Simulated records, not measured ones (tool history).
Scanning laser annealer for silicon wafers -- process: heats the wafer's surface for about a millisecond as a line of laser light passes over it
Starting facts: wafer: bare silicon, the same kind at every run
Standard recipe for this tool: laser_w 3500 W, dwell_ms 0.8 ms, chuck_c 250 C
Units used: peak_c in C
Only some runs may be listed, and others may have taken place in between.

run 1 day=0 | laser_w=3500 dwell_ms=0.8 chuck_c=250 | peak_c=938
run 2 day=1.554 | laser_w=3500 dwell_ms=0.8 chuck_c=250 | peak_c=938
run 3 day=3.35 | laser_w=3500 dwell_ms=0.8 chuck_c=250 | peak_c=939
run 4 day=5.262 | laser_w=3500 dwell_ms=0.8 chuck_c=250 | peak_c=937
run 5 day=7.104 | laser_w=3500 dwell_ms=0.8 chuck_c=259 | peak_c=943
run 6 day=8.283 | laser_w=3500 dwell_ms=0.8 chuck_c=259 | peak_c=941
run 7 day=9.158 | laser_w=3841 dwell_ms=0.8 chuck_c=259 | peak_c=1020
run 8 day=10.488 | laser_w=3841 dwell_ms=0.8 chuck_c=259 | peak_c=1018
run 9 day=12.075 | laser_w=3500 dwell_ms=0.8 chuck_c=250 | peak_c=936
run 10 day=13.088 | laser_w=3779 dwell_ms=0.8 chuck_c=250 | peak_c=993
run 11 day=14.196 | laser_w=3779 dwell_ms=0.8 chuck_c=250 | peak_c=997
run 12 day=15.217 | laser_w=3408 dwell_ms=0.8 chuck_c=250 | peak_c=908
run 13 day=17.067 | laser_w=3352 dwell_ms=0.8 chuck_c=250 | peak_c=896
run 14 day=17.888 | laser_w=3500 dwell_ms=0.8 chuck_c=250 | peak_c=930
run 15 day=18.988 | laser_w=3500 dwell_ms=0.8 chuck_c=250 | peak_c=929
run 16 day=20.467 | laser_w=3775 dwell_ms=0.8 chuck_c=250 | peak_c=992
-- day=21.942 optics aligned, line set to its width
run 17 day=21.971 | laser_w=3500 dwell_ms=0.8 chuck_c=250 | peak_c=943
run 18 day=23.021 | laser_w=3500 dwell_ms=0.8 chuck_c=250 | peak_c=941
run 19 day=24.642 | laser_w=3500 dwell_ms=0.8 chuck_c=250 | peak_c=940
run 20 day=26.204 | laser_w=3500 dwell_ms=0.8 chuck_c=250 | peak_c=941
run 21 day=27.975 | laser_w=3500 dwell_ms=0.8 chuck_c=250 | peak_c=938
run 22 day=29.479 | laser_w=3413 dwell_ms=0.712 chuck_c=262 | peak_c=887
run 23 day=31.042 | laser_w=3413 dwell_ms=0.712 chuck_c=212 | peak_c=835
run 24 day=32.179 | laser_w=3413 dwell_ms=0.712 chuck_c=212 | peak_c=835
run 25 day=34 | laser_w=3500 dwell_ms=0.78 chuck_c=239 | peak_c=917
-- day=35.392 window over the wafer cleaned
run 26 day=35.475 | laser_w=3227 dwell_ms=0.8 chuck_c=240 | peak_c=877
run 27 day=36.5 | laser_w=3193 dwell_ms=0.662 chuck_c=256 | peak_c=820
run 28 day=38.358 | laser_w=3193 dwell_ms=0.662 chuck_c=256 | peak_c=819
run 29 day=40.358 | laser_w=3193 dwell_ms=0.662 chuck_c=256 | peak_c=817
run 30 day=42.225 | laser_w=3193 dwell_ms=0.662 chuck_c=256 | peak_c=818
run 31 day=43.262 | laser_w=3193 dwell_ms=0.662 chuck_c=256 | peak_c=819
run 32 day=44.088 | laser_w=3193 dwell_ms=0.662 chuck_c=256 | peak_c=818
run 33 day=45.408 | laser_w=3193 dwell_ms=0.662 chuck_c=256 | peak_c=816
run 34 day=46.642 | laser_w=3670 dwell_ms=0.806 chuck_c=250 | peak_c=985
run 35 day=47.904 | laser_w=3670 dwell_ms=0.806 chuck_c=250 | peak_c=984
run 36 day=49.042 | laser_w=3516 dwell_ms=0.806 chuck_c=234 | peak_c=931
run 37 day=50.104 | laser_w=3089 dwell_ms=0.658 chuck_c=229 | peak_c=763
run 38 day=51.842 | laser_w=3231 dwell_ms=0.7 chuck_c=229 | peak_c=811
run 39 day=52.921 | laser_w=3231 dwell_ms=0.7 chuck_c=229 | peak_c=809
run 40 day=54.108 | laser_w=3578 dwell_ms=0.8 chuck_c=254 | peak_c=958

Hidden state or all else? Some run-to-run changes of peak_c, split into what the settings, what came in and random variation would give without the hidden state, and what is left for the hidden state (with any gauge scatter that isn't in both results):
What the log doesn't record here: light that passes the window, % of a clean one's; laser's true power over the reading, %; width of the line over the set one, %; drift of the gauge itself on peak_c, C.
Run 16 -> 17: laser_w 3775 -> 3500, optics aligned, line set to its width. peak_c -49 C: hidden state +16, all else -65.
Run 25 -> 26: laser_w 3500 -> 3227, dwell_ms 0.78 -> 0.8, chuck_c 239 -> 240, window over the wafer cleaned. peak_c -40 C: hidden state +15, all else -55.
Run 33 -> 34: laser_w 3193 -> 3670, dwell_ms 0.662 -> 0.806, chuck_c 256 -> 250. peak_c +169 C: hidden state -5, all else +174.
Run 36 -> 37: laser_w 3516 -> 3089, dwell_ms 0.806 -> 0.658, chuck_c 234 -> 229. peak_c -168 C: hidden state +4, all else -172.
Run 39 -> 40: laser_w 3231 -> 3578, dwell_ms 0.7 -> 0.8, chuck_c 229 -> 254. peak_c +149 C: hidden state -5, all else +154.
